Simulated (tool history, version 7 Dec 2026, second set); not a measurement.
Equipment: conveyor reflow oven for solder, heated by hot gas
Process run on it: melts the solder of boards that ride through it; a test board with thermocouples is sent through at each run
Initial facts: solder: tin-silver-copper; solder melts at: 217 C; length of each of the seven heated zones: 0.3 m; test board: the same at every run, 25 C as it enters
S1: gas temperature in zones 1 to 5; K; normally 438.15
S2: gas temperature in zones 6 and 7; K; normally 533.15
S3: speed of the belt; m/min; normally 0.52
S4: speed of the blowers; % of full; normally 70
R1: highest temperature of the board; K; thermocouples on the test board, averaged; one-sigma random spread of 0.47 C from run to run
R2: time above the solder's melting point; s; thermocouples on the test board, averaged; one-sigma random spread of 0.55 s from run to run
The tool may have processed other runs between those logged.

| run | hour | S1 | S2 | S3 | S4 | R1 | R2 |
|---|---|---|---|---|---|---|---|
| 1 | 0 | 438.15 | 533.15 | 0.52 | 70 | 515.95 | 40.8 |
| 2 | 23.9 | 438.15 | 533.15 | 0.52 | 70 | 515.65 | 41.1 |
| 3 | 59.7 | 438.15 | 533.15 | 0.52 | 70 | 514.55 | 40.4 |
| 4 | 85.5 | 438.15 | 533.15 | 0.52 | 70 | 515.85 | 40.4 |
| 5 | 129.6 | 438.15 | 533.15 | 0.52 | 70 | 515.05 | 40.5 |
| 6 | 161.3 | 438.15 | 533.15 | 0.52 | 70 | 514.45 | 40.4 |
| 7 | 187.3 | 438.15 | 533.15 | 0.52 | 70 | 514.95 | 38.9 |
| 8 | 217.1 | 438.15 | 533.15 | 0.52 | 70 | 514.65 | 40.7 |
| 9 | 254.5 | 438.15 | 545.15 | 0.52 | 70 | 524.05 | 47.6 |
| 10 | 287 | 438.15 | 545.15 | 0.52 | 70 | 525.25 | 47.8 |
| 11 | 311.5 | 438.15 | 534.15 | 0.616 | 70 | 508.45 | 26.5 |
| 12 | 361.1 | 438.15 | 534.15 | 0.616 | 70 | 507.65 | 26.7 |
| 13 | 389 | 438.15 | 534.15 | 0.52 | 80 | 517.95 | 43 |
| 14 | 426.5 | 438.15 | 532.15 | 0.471 | 58 | 512.45 | 40.6 |
| 15 | 460.2 | 438.15 | 532.15 | 0.471 | 58 | 512.35 | 40.6 |
| 16 | 498 | 443.15 | 546.15 | 0.587 | 70 | 520.65 | 38.6 |
| 17 | 546.7 | 438.15 | 542.15 | 0.447 | 70 | 526.65 | 58.8 |
| 18 | 580.8 | 438.15 | 542.15 | 0.447 | 70 | 526.65 | 58.8 |

Predict each of these 4 candidate next runs independently; none follows another, all start after run 18:
| A | 624.5 | 438.15 | 530.15 | 0.609 | 79 | ? | ? |
| B | 624.5 | 438.15 | 530.15 | 0.52 | 70 | ? | ? |
| C | 624.5 | 430.15 | 542.15 | 0.544 | 55 | ? | ? |
| D | 624.5 | 438.15 | 542.15 | 0.493 | 70 | ? | ? |

| run | R1 | R2 |
|---|---|---|
| A | 507.35 | 25.6 |
| B | 510.45 | 35.1 |
| C | 509.15 | 28 |
| D | 521.95 | 49 |
The same runs, with their run-to-run variation unchanged, on a tool lacking any hidden condition would have given:
| run | R1 | R2 |
|---|---|---|
| A | 509.75 | 29 |
| B | 511.65 | 37.3 |
| C | 510.75 | 29.9 |
| D | 523.25 | 50.2 |

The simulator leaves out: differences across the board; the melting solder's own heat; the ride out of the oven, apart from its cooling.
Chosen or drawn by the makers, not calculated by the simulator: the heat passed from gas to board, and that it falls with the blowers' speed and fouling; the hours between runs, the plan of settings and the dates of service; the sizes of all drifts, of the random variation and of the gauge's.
